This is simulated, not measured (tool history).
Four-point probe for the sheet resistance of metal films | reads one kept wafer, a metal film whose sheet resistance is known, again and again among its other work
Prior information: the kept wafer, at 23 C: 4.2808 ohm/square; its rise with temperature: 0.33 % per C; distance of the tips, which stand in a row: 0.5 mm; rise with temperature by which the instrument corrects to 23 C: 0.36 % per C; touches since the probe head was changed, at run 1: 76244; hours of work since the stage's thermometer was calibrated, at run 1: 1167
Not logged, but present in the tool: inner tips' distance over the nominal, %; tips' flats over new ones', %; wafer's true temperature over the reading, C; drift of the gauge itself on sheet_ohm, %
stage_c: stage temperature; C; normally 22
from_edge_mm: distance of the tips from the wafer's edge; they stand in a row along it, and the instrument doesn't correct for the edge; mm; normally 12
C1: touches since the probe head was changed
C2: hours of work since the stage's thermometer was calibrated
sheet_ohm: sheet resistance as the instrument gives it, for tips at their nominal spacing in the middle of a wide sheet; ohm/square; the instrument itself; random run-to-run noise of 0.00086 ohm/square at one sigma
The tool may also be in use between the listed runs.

Run 1, hour 0: usual settings; C1 76244; C2 1167. Result: sheet_ohm 4.29258 ohm/square.
Run 2, hour 60.4: usual settings; C1 78723; C2 1196. Result: sheet_ohm 4.29326 ohm/square.
Run 3, hour 151.5: usual settings; C1 82466; C2 1239. Result: sheet_ohm 4.295765 ohm/square.
Run 4, hour 218.7: usual settings; C1 85226; C2 1271. Result: sheet_ohm 4.295212 ohm/square.
Run 5, hour 296.1: usual settings but stage_c 20 C; C1 88408; C2 1307. Result: sheet_ohm 4.299896 ohm/square.
Run 6, hour 366.8: usual settings but stage_c 26 C; C1 91312; C2 1341. Result: sheet_ohm 4.292966 ohm/square.
Run 7, hour 448.4: usual settings but stage_c 26 C; C1 94662; C2 1379. Result: sheet_ohm 4.292969 ohm/square.
Run 8, hour 535.8: usual settings but stage_c 24 C; C1 98252; C2 1421. Result: sheet_ohm 4.297233 ohm/square.
Run 9, hour 622.2: usual settings but stage_c 24 C; C1 101801; C2 1461. Result: sheet_ohm 4.298163 ohm/square.
Run 10, hour 705.9: usual settings but from_edge_mm 7 mm; C1 105243; C2 1501. Result: sheet_ohm 4.311751 ohm/square.
Run 11, hour 797.3: usual settings but stage_c 27 C; C1 108996; C2 1544. Result: sheet_ohm 4.297103 ohm/square.
Run 12, hour 887.6: usual settings but stage_c 27 C; C1 112704; C2 1587. Result: sheet_ohm 4.297548 ohm/square.
Run 13, hour 956.2: usual settings but stage_c 27 C; C1 115522; C2 1619. Result: sheet_ohm 4.299693 ohm/square.
At hour 964.9: stage's thermometer calibrated.
Run 14, hour 1031: usual settings but stage_c 27 C; C1 118576; C2 31. Result: sheet_ohm 4.294433 ohm/square.
Run 15, hour 1103.4: usual settings; C1 121552; C2 66. Result: sheet_ohm 4.302198 ohm/square.
Run 16, hour 1161.2: usual settings; C1 123923; C2 93. Result: sheet_ohm 4.302942 ohm/square.
Run 17, hour 1201.1: usual settings; C1 125563; C2 112. Result: sheet_ohm 4.30599 ohm/square.
Run 18, hour 1247.2: usual settings; C1 127456; C2 133. Result: sheet_ohm 4.305048 ohm/square.
Run 19, hour 1338.3: usual settings; C1 131200; C2 177. Result: sheet_ohm 4.305933 ohm/square.
Run 20, hour 1429.9: usual settings; C1 134961; C2 220. Result: sheet_ohm 4.306979 ohm/square.
Run 21, hour 1487.3: usual settings; C1 137322; C2 247. Result: sheet_ohm 4.307299 ohm/square.
Run 22, hour 1543.1: usual settings; C1 139611; C2 273. Result: sheet_ohm 4.309085 ohm/square.
Run 23, hour 1589.9: usual settings; C1 141534; C2 296. Result: sheet_ohm 4.306703 ohm/square.
Run 24, hour 1636: usual settings but stage_c 28 C, from_edge_mm 4 mm; C1 143430; C2 317. Result: sheet_ohm 4.33321 ohm/square.
Run 25, hour 1673.3: usual settings but stage_c 21 C, from_edge_mm 50 mm; C1 144961; C2 335. Result: sheet_ohm 4.309189 ohm/square.
Run 26, hour 1759.2: usual settings but stage_c 28 C, from_edge_mm 5 mm; C1 148489; C2 376. Result: sheet_ohm 4.322334 ohm/square.
Run 27, hour 1819.9: usual settings but stage_c 28 C, from_edge_mm 5 mm; C1 150985; C2 404. Result: sheet_ohm 4.322171 ohm/square.
Run 28, hour 1890.9: usual settings but stage_c 32 C, from_edge_mm 7 mm; C1 153901; C2 438. Result: sheet_ohm 4.307891 ohm/square.
Run 29, hour 1963.5: usual settings but stage_c 28 C, from_edge_mm 54 mm; C1 156880; C2 472. Result: sheet_ohm 4.301644 ohm/square.
Run 30, hour 2017.4: usual settings but stage_c 20 C, from_edge_mm 16 mm; C1 159097; C2 498. Result: sheet_ohm 4.312981 ohm/square.
Run 31, hour 2067.4: usual settings but stage_c 26 C, from_edge_mm 61 mm; C1 161152; C2 521. Result: sheet_ohm 4.306261 ohm/square.
Run 32, hour 2148.5: usual settings but stage_c 26 C, from_edge_mm 61 mm; C1 164482; C2 560. Result: sheet_ohm 4.30777 ohm/square.
At hour 2169.3: new probe head fitted.
Run 33, hour 2195: usual settings but stage_c 26 C, from_edge_mm 5 mm; C1 1056; C2 581. Result: sheet_ohm 4.31342 ohm/square.
Run 34, hour 2235: usual settings but stage_c 31 C, from_edge_mm 21 mm; C1 2699; C2 600. Result: sheet_ohm 4.285185 ohm/square.
Run 35, hour 2294.3: usual settings but stage_c 24 C, from_edge_mm 39 mm; C1 5134; C2 628. Result: sheet_ohm 4.29558 ohm/square.
Run 36, hour 2333.2: usual settings but stage_c 24 C, from_edge_mm 39 mm; C1 6734; C2 647. Result: sheet_ohm 4.295186 ohm/square.
Run 37, hour 2382.3: usual settings but stage_c 27 C, from_edge_mm 7 mm; C1 8748; C2 670. Result: sheet_ohm 4.301393 ohm/square.
Run 38, hour 2440.1: usual settings but stage_c 23 C; C1 11124; C2 697. Result: sheet_ohm 4.299243 ohm/square.
Run 39, hour 2497: usual settings but stage_c 19 C, from_edge_mm 32 mm; C1 13461; C2 724. Result: sheet_ohm 4.302436 ohm/square.
Run 40, hour 2581.5: usual settings but stage_c 19 C, from_edge_mm 4 mm; C1 16932; C2 764. Result: sheet_ohm 4.337453 ohm/square.
Run 41, hour 2627.1: usual settings but stage_c 20 C, from_edge_mm 15 mm; C1 18807; C2 786. Result: sheet_ohm 4.305935 ohm/square.
Run 42, hour 2715.3: usual settings but stage_c 28 C, from_edge_mm 37 mm; C1 22428; C2 827. Result: sheet_ohm 4.292879 ohm/square.
Run 43, hour 2786.7: usual settings but stage_c 34 C, from_edge_mm 9 mm; C1 25360; C2 861. Result: sheet_ohm 4.2939 ohm/square.
Run 44, hour 2857.4: usual settings but stage_c 26 C, from_edge_mm 11 mm; C1 28267; C2 894. Result: sheet_ohm 4.302326 ohm/square.

What if the next run were any one of these 4? Each begins from the tool's condition after run 44:
Run A, hour 2916.4: usual settings but from_edge_mm 34 mm; C1 30689; C2 922. Result: sheet_ohm ?.
Run B, hour 2916.4: usual settings but stage_c 25 C, from_edge_mm 22 mm; C1 30689; C2 922. Result: sheet_ohm ?.
Run C, hour 2916.4: usual settings but stage_c 30 C, from_edge_mm 47 mm; C1 30689; C2 922. Result: sheet_ohm ?.
Run D, hour 2916.4: usual settings but stage_c 20 C, from_edge_mm 11 mm; C1 30689; C2 922. Result: sheet_ohm ?.

run  sheet_ohm
  A   4.305908
  B   4.300257
  C    4.29262
  D   4.310324
Without the tool's unlogged condition, the same runs would have read:
run  sheet_ohm
  A   4.285122
  B   4.279531
  C   4.271983
  D   4.289497
